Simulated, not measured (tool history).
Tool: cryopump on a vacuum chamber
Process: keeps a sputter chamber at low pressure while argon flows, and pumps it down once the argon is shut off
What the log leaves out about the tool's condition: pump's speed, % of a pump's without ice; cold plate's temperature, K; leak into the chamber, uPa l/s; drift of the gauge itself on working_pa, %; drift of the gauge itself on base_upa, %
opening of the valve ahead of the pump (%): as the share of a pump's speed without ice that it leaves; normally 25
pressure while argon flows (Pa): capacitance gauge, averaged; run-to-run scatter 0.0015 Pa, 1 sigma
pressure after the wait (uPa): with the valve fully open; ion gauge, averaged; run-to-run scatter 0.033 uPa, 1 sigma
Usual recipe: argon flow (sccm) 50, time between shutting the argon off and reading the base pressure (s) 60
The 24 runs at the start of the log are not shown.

run    hour  argon flow (sccm)  time between shutting the argon off and reading the base pressure (s)  opening of the valve ahead of the pump (%)  hours of work since the pump was warmed up and emptied  hours of work since the cold head was overhauled  hours of work since the chamber's fittings were tightened  pressure while argon flows (Pa)  pressure after the wait (uPa)
 25   837.7                 54                                                                    146                                          25                                                     178                                              2057                                                        627                           0.3811                           2.90
 26   888.1                 54                                                                    146                                          25                                                     215                                              2094                                                        664                           0.3788                           3.14
 27   916.5                 54                                                                    146                                          21                                                     236                                              2115                                                        685                           0.4516                           3.30
 28   940.3                 54                                                                    146                                          15                                                     254                                              2132                                                        703                           0.6239                           3.20
 29   984.3                 93                                                                     24                                          25                                                     286                                              2165                                                        736                           0.6562                           6.37
 30  1028.4                 31                                                                     42                                          30                                                     319                                              2198                                                        768                           0.1840                           5.12
 31  1068.4                 50                                                                     39                                          59                                                     348                                              2227                                                        798                           0.1604                           5.49
 32  1097.3                 41                                                                    298                                          25                                                     370                                              2248                                                        819                           0.2928                           3.54
 33  1125.7                 72                                                                     35                                          22                                                     391                                              2269                                                        840                           0.5799                           5.71
 34  1166.2                 50                                                                     21                                          42                                                     421                                              2299                                                        870                           0.2208                           7.74

Branching from run 34: 3 alternative next runs. What would each branch give?
     1205.9  -- pump warmed up, emptied and cooled again
  A  1216.3                 22                                                                    168                                          53                                                       8                                              2333                                                        903                                ?                              ?
     1205.9  -- pump warmed up, emptied and cooled again
  B  1216.3                 52                                                                     92                                          19                                                       8                                              2333                                                        903                                ?                              ?
     1205.9  -- pump warmed up, emptied and cooled again
  C  1216.3                 32                                                                     60                                          25                                                       8                                              2333                                                        903                                ?                              ?

run  pressure while argon flows (Pa)  pressure after the wait (uPa)
  A                           0.0724                           3.56
  B                           0.4698                           3.96
  C                           0.2167                           4.51
With the hidden condition removed and each run's random variation left untouched, the same runs would have given:
run  pressure while argon flows (Pa)  pressure after the wait (uPa)
  A                           0.0714                           0.84
  B                           0.4673                           1.24
  C                           0.2153                           1.76

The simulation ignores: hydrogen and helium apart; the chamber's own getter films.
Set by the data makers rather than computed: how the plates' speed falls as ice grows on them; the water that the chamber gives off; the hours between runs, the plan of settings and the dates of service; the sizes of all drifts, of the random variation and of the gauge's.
